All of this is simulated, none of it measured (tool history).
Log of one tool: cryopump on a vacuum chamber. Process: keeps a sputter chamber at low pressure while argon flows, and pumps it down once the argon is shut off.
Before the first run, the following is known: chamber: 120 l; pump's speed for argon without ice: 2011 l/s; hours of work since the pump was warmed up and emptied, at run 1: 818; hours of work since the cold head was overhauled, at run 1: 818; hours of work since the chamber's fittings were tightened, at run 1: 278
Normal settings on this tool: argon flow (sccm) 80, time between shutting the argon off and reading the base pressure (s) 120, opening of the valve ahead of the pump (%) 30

run	hour	argon flow (sccm)	time between shutting the argon off and reading the base pressure (s)	opening of the valve ahead of the pump (%)	hours of work since the pump was warmed up and emptied	hours of work since the cold head was overhauled	hours of work since the chamber's fittings were tightened	pressure while argon flows (Pa)	pressure after the wait (uPa)
1	0.0	80	120	30	818	818	278	0.2441	0.65
2	39.4	80	120	30	852	852	312	0.2446	0.68
3	67.3	80	120	30	877	877	337	0.2449	0.73
4	113.8	80	120	30	918	918	378	0.2461	0.77
5	138.3	80	120	30	939	939	399	0.2496	0.82
6	187.2	80	120	30	982	982	442	0.2487	0.80
7	232.9	69	120	30	1022	1022	482	0.2160	0.84
8	284.1	69	120	30	1067	1067	527	0.2175	0.90
9	322.4	80	120	30	1100	1100	561	0.2564	0.87
10	359.5	80	120	30	1133	1133	593	0.2547	0.95
# hour 384.9: pump warmed up, emptied and cooled again
11	416.8	80	120	30	28	1179	639	0.2271	0.73
12	443.8	80	120	32	52	1203	663	0.2113	0.80
13	476.0	80	120	32	80	1231	691	0.2145	0.78
14	524.9	83	59	19	123	1274	734	0.3717	1.11
15	573.8	93	144	49	166	1317	777	0.1645	0.82
16	627.8	93	144	49	213	1364	824	0.1662	0.79
17	652.9	39	38	33	235	1386	846	0.1014	1.63
18	698.5	39	38	33	275	1426	886	0.1036	1.60
19	750.2	34	184	33	320	1471	931	0.0911	0.85
20	792.2	34	184	33	357	1508	968	0.0906	0.85
21	833.1	80	254	18	393	1544	1004	0.3833	0.83
22	872.8	70	107	30	428	1579	1039	0.2043	1.08
23	917.3	70	107	30	467	1618	1078	0.2062	1.12
24	963.4	70	107	30	507	1658	1118	0.2067	1.12
25	1013.0	70	107	30	551	1702	1162	0.2063	1.18
26	1047.6	80	120	33	581	1732	1192	0.2186	1.16

Consider 3 possible next runs. They are alternatives, not a sequence: every one starts from the tool as it was left by run 26. What does each give?
A	1084.0	80	120	30	613	1764	1224	?	?
B	1084.0	80	152	33	613	1764	1224	?	?
C	1084.0	80	67	33	613	1764	1224	?	?

run	pressure while argon flows (Pa)	pressure after the wait (uPa)
A	0.2395	1.20
B	0.2200	1.12
C	0.2193	1.42
With the hidden condition removed and each run's random variation left untouched, the same runs would have given:
run	pressure while argon flows (Pa)	pressure after the wait (uPa)
A	0.2241	0.48
B	0.2046	0.42
C	0.2039	0.71

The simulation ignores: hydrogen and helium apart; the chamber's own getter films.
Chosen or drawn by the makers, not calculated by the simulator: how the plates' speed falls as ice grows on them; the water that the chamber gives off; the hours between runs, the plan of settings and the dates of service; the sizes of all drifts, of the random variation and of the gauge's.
